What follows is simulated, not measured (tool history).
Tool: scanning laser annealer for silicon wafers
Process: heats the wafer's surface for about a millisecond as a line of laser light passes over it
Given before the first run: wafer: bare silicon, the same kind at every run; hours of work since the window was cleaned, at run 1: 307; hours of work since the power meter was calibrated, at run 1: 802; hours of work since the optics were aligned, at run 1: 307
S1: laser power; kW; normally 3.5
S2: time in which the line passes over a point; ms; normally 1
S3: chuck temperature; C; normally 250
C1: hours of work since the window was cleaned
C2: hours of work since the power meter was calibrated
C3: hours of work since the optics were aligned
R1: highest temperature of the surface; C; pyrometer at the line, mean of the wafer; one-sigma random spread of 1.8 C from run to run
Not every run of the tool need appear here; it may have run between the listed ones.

run    hour     S1    S2   S3   C1    C2   C3    R1
  1       0    3.5     1  250  307   802  307   968
  2    60.8    3.5  1.23  250  352   847  352  1048
  3   110.3    3.5  1.23  250  387   882  387  1044
  4   162.3    3.5  1.23  250  425   920  425  1041
  5   220.8    3.5   0.9  250  468   963  468   915
  6     257    3.5   0.9  250  494   989  494   911
  7   314.9    3.5   0.9  250  536  1031  536   906
  8     346    3.5   0.9  258  558  1053  558   915
  9   374.2    3.5   0.9  258  579  1074  579   915
 10   412.8    3.5   0.9  258  607  1102  607   910
 11   461.5    3.5     1  250  642  1137  642   941
 12     503   3.63     1  250  672  1167  672   971
 13   530.8    3.5     1  250  692  1187  692   937
 14     568    3.5     1  250  719  1214  719   934
 15   609.5    3.5     1  250  750  1244  750   933
      620.8  -- optics aligned, line set to its width
 16     671    3.5     1  286  791  1285   36   964
 17   714.8    3.5  1.15  212  822  1317   68   938
 18   771.9    3.5  0.73  212  864  1359  110   776
 19   821.2  3.179     1  250  899  1394  145   836
 20   865.6  3.179     1  250  932  1427  178   835
 21   894.1    3.5  0.83  219  952  1447  198   821
      923.4  -- window over the wafer cleaned
 22   928.3  2.982     1  277    4  1471  222   859
      957.7  -- optics aligned, line set to its width, once more
 23   993.8    3.5  0.73  277   47  1515   26   899
 24  1035.9  3.125  0.99  260   78  1545   57   890
 25  1066.8    3.5  1.06  224  100  1567   79   982
 26  1125.8  3.291  1.03  289  143  1610  122   978
 27  1178.4    3.5  1.05  289  181  1648  160  1040
 28  1218.8    3.5  1.05  289  211  1678  189  1037
 29  1273.8  3.617     1  250  251  1718  229  1006
 30  1332.8  3.033  0.74  275  293  1760  272   782
 31    1400  3.033  0.74  275  342  1809  321   780

Pick out some run-to-run changes in R1. Of each, how much would a tool without hidden state show as well, from the settings, what came in and chance, and how much is left for the hidden state and any gauge scatter not in both results compared?
The hidden state here: light that passes the window, % of a clean one's; laser's true power over the reading, %; width of the line over the set one, %; drift of the gauge itself on peak_c, C.
Run 4 -> 5: S2 1.23 -> 0.9. R1 -126 C: hidden state +3, all else -129.
Run 17 -> 18: S2 1.15 -> 0.73. R1 -162 C: hidden state +13, all else -175.
Run 21 -> 22: S1 3.5 -> 2.982, S2 0.83 -> 1, S3 219 -> 277, window over the wafer cleaned. R1 +38 C: hidden state +48, all else -10.
Run 22 -> 23: S1 2.982 -> 3.5, S2 1 -> 0.73, optics aligned, line set to its width, once more. R1 +40 C: hidden state +20, all else +20.
Run 29 -> 30: S1 3.617 -> 3.033, S2 1 -> 0.74, S3 250 -> 275. R1 -224 C: hidden state +2, all else -226.
